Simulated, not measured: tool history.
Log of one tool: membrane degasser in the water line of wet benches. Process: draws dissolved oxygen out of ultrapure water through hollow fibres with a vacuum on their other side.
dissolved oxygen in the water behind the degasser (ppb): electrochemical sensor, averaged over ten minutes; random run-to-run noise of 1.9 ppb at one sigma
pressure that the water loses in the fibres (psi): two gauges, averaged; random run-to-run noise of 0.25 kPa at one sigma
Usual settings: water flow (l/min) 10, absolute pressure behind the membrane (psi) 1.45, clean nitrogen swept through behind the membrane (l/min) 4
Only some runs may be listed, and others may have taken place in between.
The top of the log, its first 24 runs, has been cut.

| run | hour | water flow (l/min) | absolute pressure behind the membrane (psi) | clean nitrogen swept through behind the membrane (l/min) | hours since the membrane was changed | hours since the vacuum gauge was calibrated | hours since the vacuum lines were made tight | dissolved oxygen in the water behind the degasser (ppb) | pressure that the water loses in the fibres (psi) |
|---|---|---|---|---|---|---|---|---|---|
| 25 | 5984.1 | 8 | 0.9 | 2.98 | 762 | 6326 | 1947 | 101.4 | 7.583 |
| 26 | 6124.5 | 10 | 3.03 | 4 | 902 | 6466 | 2087 | 261.8 | 9.484 |
| 27 | 6332.2 | 10 | 3.03 | 4 | 1110 | 6674 | 2295 | 262.1 | 9.496 |
| 28 | 6641.1 | 10 | 1.78 | 11.94 | 1419 | 6983 | 2604 | 175.6 | 9.541 |
| 29 | 6783.9 | 8 | 1.26 | 11.94 | 1562 | 7126 | 2747 | 92.1 | 7.596 |
| 30 | 7110.4 | 10 | 3.51 | 3.91 | 1888 | 7452 | 3073 | 288 | 9.491 |
|  | 7237 | vacuum gauge calibrated |
| 31 | 7283.1 | 10 | 3.21 | 4.02 | 2060 | 46 | 3245 | 273.7 | 9.503 |
| 32 | 7533.4 | 6 | 2.34 | 4.02 | 2311 | 296 | 3496 | 79.7 | 5.659 |

4 ways to go on from here, each from the tool as it stands after run 32. What would each give?
| A | 7811.4 | 6 | 1.44 | 1.73 | 2589 | 574 | 3774 | ? | ? |
| B | 7811.4 | 10 | 1.45 | 4 | 2589 | 574 | 3774 | ? | ? |
| C | 7811.4 | 7 | 1.12 | 1.86 | 2589 | 574 | 3774 | ? | ? |
| D | 7811.4 | 6 | 0.96 | 4.02 | 2589 | 574 | 3774 | ? | ? |

| run | dissolved oxygen in the water behind the degasser (ppb) | pressure that the water loses in the fibres (psi) |
|---|---|---|
| A | 89.8 | 5.685 |
| B | 201.6 | 9.568 |
| C | 98.1 | 6.721 |
| D | 44.4 | 5.761 |
The same runs, with their run-to-run variation unchanged, on a tool lacking any hidden condition would have given:
| run | dissolved oxygen in the water behind the degasser (ppb) | pressure that the water loses in the fibres (psi) |
|---|---|---|
| A | 85.8 | 5.603 |
| B | 191.9 | 9.429 |
| C | 93.2 | 6.622 |
| D | 41.5 | 5.677 |

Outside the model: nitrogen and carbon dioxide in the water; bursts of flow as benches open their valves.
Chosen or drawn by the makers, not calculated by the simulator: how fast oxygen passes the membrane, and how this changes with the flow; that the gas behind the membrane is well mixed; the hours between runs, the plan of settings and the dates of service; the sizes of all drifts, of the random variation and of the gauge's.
